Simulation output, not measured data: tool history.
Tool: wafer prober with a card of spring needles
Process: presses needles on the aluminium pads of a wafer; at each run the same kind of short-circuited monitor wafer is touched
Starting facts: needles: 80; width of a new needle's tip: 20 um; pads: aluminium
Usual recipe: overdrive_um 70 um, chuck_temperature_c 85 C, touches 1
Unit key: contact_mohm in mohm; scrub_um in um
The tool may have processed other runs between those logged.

run,hour,overdrive_um,chuck_temperature_c,touches,contact_mohm,scrub_um
1,0,70,85,1,233,16.72
# hour 18.4: tips cleaned on abrasive film
# hour 49: tips cleaned on abrasive film
2,69.7,70,85,1,271,16.58
# hour 79.5: tips cleaned on abrasive film
# hour 110.8: tips cleaned on abrasive film
3,110.8,88,85,1,146,21.03
4,140.2,88,85,1,228,21.1
# hour 143.9: tips cleaned on abrasive film
# hour 180.4: tips cleaned on abrasive film
5,199.4,88,85,1,215,21.01
# hour 210.5: tips cleaned on abrasive film
# hour 242.2: tips cleaned on abrasive film
6,242.2,88,85,1,140,21.03
# hour 273.2: tips cleaned on abrasive film
7,289.9,70,85,1,252,16.47
# hour 306.5: tips cleaned on abrasive film
# hour 340.2: tips cleaned on abrasive film
8,349.7,70,85,1,226,16.46
# hour 370.7: tips cleaned on abrasive film
# hour 387: height of the first contact set anew
9,399.9,70,85,1,309,15.8
# hour 404: tips cleaned on abrasive film
# hour 436.8: tips cleaned on abrasive film
10,442.1,70,85,1,197,15.77
# hour 468.4: tips cleaned on abrasive film
# hour 499.5: tips cleaned on abrasive film
11,510.6,70,85,1,236,15.77
# hour 532.1: tips cleaned on abrasive film
# hour 562.8: tips cleaned on abrasive film
12,570.8,70,85,1,231,15.77
# hour 598.3: height of the first contact set anew, once more
# hour 598.4: tips cleaned on abrasive film
13,626.6,70,85,1,290,17.17
# hour 630: tips cleaned on abrasive film
# hour 662.4: tips cleaned on abrasive film
14,662.4,70,85,1,152,17.19
# hour 696.4: tips cleaned on abrasive film
15,710.7,70,28,2,201,17.16
# hour 726.5: tips cleaned on abrasive film
# hour 761: tips cleaned on abrasive film
16,780.1,50,109,2,289,12.14
# hour 793.6: tips cleaned on abrasive film
# hour 825.7: tips cleaned on abrasive film
17,834.8,63,83,1,232,15.25
# hour 858: tips cleaned on abrasive film
# hour 888.9: tips cleaned on abrasive film
18,892.7,83,124,3,152,20.14
# hour 919.8: tips cleaned on abrasive film
19,945.3,83,124,3,180,20.17
# hour 952.2: tips cleaned on abrasive film
# hour 984.3: tips cleaned on abrasive film
20,1003.7,83,107,3,172,20.09
# hour 1018.6: tips cleaned on abrasive film
# hour 1053.1: tips cleaned on abrasive film
21,1057.7,83,107,3,154,20.05
# hour 1085.8: tips cleaned on abrasive film
22,1095.9,83,85,1,199,20.05
# hour 1118.6: tips cleaned on abrasive film
# hour 1151.7: tips cleaned on abrasive film
23,1166.8,83,85,1,220,19.92
# hour 1182.9: tips cleaned on abrasive film
# hour 1217.8: tips cleaned on abrasive film
24,1220.9,67,55,2,171,15.97
# hour 1248: tips cleaned on abrasive film
25,1253.4,57,38,2,200,13.47

Consider 4 possible next runs. They are alternatives, not a sequence: every one starts from the tool as it was left by run 25. What does each give?
# hour 1280.6: tips cleaned on abrasive film
A,1294.1,64,85,1,?,?
# hour 1280.6: tips cleaned on abrasive film
B,1294.1,56,39,1,?,?
# hour 1280.6: tips cleaned on abrasive film
C,1294.1,67,49,1,?,?
# hour 1280.6: tips cleaned on abrasive film
D,1294.1,57,38,1,?,?

run,contact_mohm,scrub_um
A,259,15.15
B,299,13.19
C,246,15.91
D,298,13.44
Had the tool no hidden state, the same runs would have come out as:
run,contact_mohm,scrub_um
A,143,15.76
B,137,13.81
C,134,16.53
D,139,14.05

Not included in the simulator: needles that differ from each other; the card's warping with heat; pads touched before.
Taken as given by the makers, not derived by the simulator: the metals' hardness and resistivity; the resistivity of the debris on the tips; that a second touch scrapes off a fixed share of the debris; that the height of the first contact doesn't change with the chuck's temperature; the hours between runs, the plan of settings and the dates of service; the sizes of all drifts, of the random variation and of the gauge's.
